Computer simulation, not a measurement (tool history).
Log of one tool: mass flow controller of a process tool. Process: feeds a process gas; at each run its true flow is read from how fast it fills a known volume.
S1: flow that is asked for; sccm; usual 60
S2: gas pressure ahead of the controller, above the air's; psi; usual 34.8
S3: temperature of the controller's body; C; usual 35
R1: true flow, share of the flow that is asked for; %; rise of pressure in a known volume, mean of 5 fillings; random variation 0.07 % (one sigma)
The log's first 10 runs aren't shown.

Run 11, day 39.788: usual settings. Result: R1 98.82 %.
Run 12, day 46.175: usual settings. Result: R1 98.85 %.
Run 13, day 51.533: usual settings but S2 27.1 psi. Result: R1 98.51 %.
Run 14, day 57.317: usual settings but S1 54 sccm, S2 27.1 psi. Result: R1 98.48 %.
Run 15, day 60.288: usual settings but S1 54 sccm, S2 27.1 psi. Result: R1 98.46 %.
Run 16, day 63.308: usual settings but S1 54 sccm, S2 27.1 psi. Result: R1 98.66 %.
Run 17, day 66.408: usual settings but S1 54 sccm, S2 27.1 psi. Result: R1 98.57 %.
Run 18, day 69.133: usual settings but S1 54 sccm, S2 27.1 psi. Result: R1 98.57 %.
Run 19, day 73.679: usual settings but S1 54 sccm, S2 27.1 psi. Result: R1 98.65 %.
Run 20, day 76.354: usual settings but S1 54 sccm, S2 27.1 psi. Result: R1 98.75 %.
Run 21, day 80.55: usual settings but S1 54 sccm, S2 27.1 psi. Result: R1 98.6 %.
Run 22, day 85.667: usual settings but S1 54 sccm, S2 27.1 psi. Result: R1 98.54 %.
Run 23, day 92.25: usual settings but S1 54 sccm, S2 27.1 psi. Result: R1 98.69 %.
Run 24, day 98.367: usual settings but S1 54 sccm, S2 27.1 psi. Result: R1 98.82 %.
Run 25, day 104.883: usual settings but S1 21 sccm, S2 30.9 psi, S3 21 C. Result: R1 99.62 %.
Run 26, day 110.571: usual settings but S1 21 sccm, S2 30.9 psi, S3 21 C. Result: R1 99.78 %.
Run 27, day 116.038: usual settings but S1 88 sccm, S3 28 C. Result: R1 100.54 %.
Run 28, day 119.562: usual settings but S1 11 sccm, S2 30.7 psi, S3 22 C. Result: R1 99.57 %.
Run 29, day 122.946: usual settings but S2 31.6 psi, S3 27 C. Result: R1 99.99 %.
Run 30, day 128.308: usual settings but S1 22 sccm, S3 23 C. Result: R1 99.72 %.
Run 31, day 133.45: usual settings but S1 22 sccm, S3 23 C. Result: R1 99.86 %.
Run 32, day 136.662: usual settings but S1 15 sccm, S2 24.7 psi, S3 23 C. Result: R1 99.3 %.

Run 33 comes next. What will it give?
Run 33, day 142.058: usual settings but S1 15 sccm, S2 24.7 psi, S3 23 C. Result: R1 ?.

R1: 99.17 %
Without the tool's hidden state the same run would have given R1 98.21 %.
